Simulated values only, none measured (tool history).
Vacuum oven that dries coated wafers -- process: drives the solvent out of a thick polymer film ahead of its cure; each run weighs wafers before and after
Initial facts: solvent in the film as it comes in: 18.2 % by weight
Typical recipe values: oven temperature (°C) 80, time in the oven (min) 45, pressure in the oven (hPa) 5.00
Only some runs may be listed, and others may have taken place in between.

Run 1, hour 0.0: usual settings. Result: solvent left in the film (%) 2.55.
Run 2, hour 12.5: usual settings. Result: solvent left in the film (%) 2.64.
Run 3, hour 23.9: usual settings. Result: solvent left in the film (%) 2.62.
Run 4, hour 34.1: usual settings but time in the oven (min) 66. Result: solvent left in the film (%) 1.23.
Run 5, hour 45.0: usual settings but time in the oven (min) 66. Result: solvent left in the film (%) 1.30.
Run 6, hour 54.4: usual settings but time in the oven (min) 27. Result: solvent left in the film (%) 5.25.
Run 7, hour 65.9: usual settings but time in the oven (min) 27. Result: solvent left in the film (%) 5.22.
Run 8, hour 76.8: usual settings but time in the oven (min) 27. Result: solvent left in the film (%) 5.25.
Run 9, hour 88.3: usual settings but time in the oven (min) 27. Result: solvent left in the film (%) 5.09.
Run 10, hour 97.4: usual settings. Result: solvent left in the film (%) 2.61.
Run 11, hour 106.7: usual settings. Result: solvent left in the film (%) 2.65.
Run 12, hour 112.6: usual settings. Result: solvent left in the film (%) 2.64.
Run 13, hour 121.2: usual settings but oven temperature (°C) 77, time in the oven (min) 43, pressure in the oven (hPa) 4.39. Result: solvent left in the film (%) 3.98.
Run 14, hour 132.6: usual settings but time in the oven (min) 72. Result: solvent left in the film (%) 1.03.
Run 15, hour 138.5: usual settings but time in the oven (min) 72. Result: solvent left in the film (%) 1.03.
Run 16, hour 145.7: usual settings but time in the oven (min) 68, pressure in the oven (hPa) 6.27. Result: solvent left in the film (%) 1.15.
Run 17, hour 155.8: usual settings but time in the oven (min) 68, pressure in the oven (hPa) 6.27. Result: solvent left in the film (%) 1.21.
Run 18, hour 161.9: usual settings but time in the oven (min) 37, pressure in the oven (hPa) 3.83. Result: solvent left in the film (%) 3.39.
Run 19, hour 169.0: usual settings but oven temperature (°C) 83, time in the oven (min) 34, pressure in the oven (hPa) 3.83. Result: solvent left in the film (%) 2.70.
Run 20, hour 182.5: usual settings but oven temperature (°C) 83, time in the oven (min) 34, pressure in the oven (hPa) 3.83. Result: solvent left in the film (%) 2.69.
Run 21, hour 193.0: usual settings but oven temperature (°C) 75, time in the oven (min) 40, pressure in the oven (hPa) 3.28. Result: solvent left in the film (%) 5.05.
Run 22, hour 200.3: usual settings but oven temperature (°C) 75, time in the oven (min) 40, pressure in the oven (hPa) 3.28. Result: solvent left in the film (%) 5.05.
Run 23, hour 210.2: usual settings but oven temperature (°C) 75, time in the oven (min) 40, pressure in the oven (hPa) 3.28. Result: solvent left in the film (%) 5.00.

For each run, the measured value with the value that run would have given without the tool's hidden condition subtracted. The run-to-run variation is shared by both, the gauge scatter possibly not:
Hidden state at play: true wafer temperature over the reading, C; true pressure over the reading, kPa; drift of the gauge itself on solvent_pct, %.
run  solvent left in the film (%)
  1                         -0.22
  2                         -0.23
  3                         -0.23
  4                         -0.14
  5                         -0.14
  6                         -0.31
  7                         -0.30
  8                         -0.31
  9                         -0.30
 10                         -0.24
 11                         -0.25
 12                         -0.25
 13                         -0.30
 14                         -0.12
 15                         -0.12
 16                         -0.14
 17                         -0.14
 18                         -0.30
 19                         -0.27
 20                         -0.27
 21                         -0.34
 22                         -0.34
 23                         -0.34

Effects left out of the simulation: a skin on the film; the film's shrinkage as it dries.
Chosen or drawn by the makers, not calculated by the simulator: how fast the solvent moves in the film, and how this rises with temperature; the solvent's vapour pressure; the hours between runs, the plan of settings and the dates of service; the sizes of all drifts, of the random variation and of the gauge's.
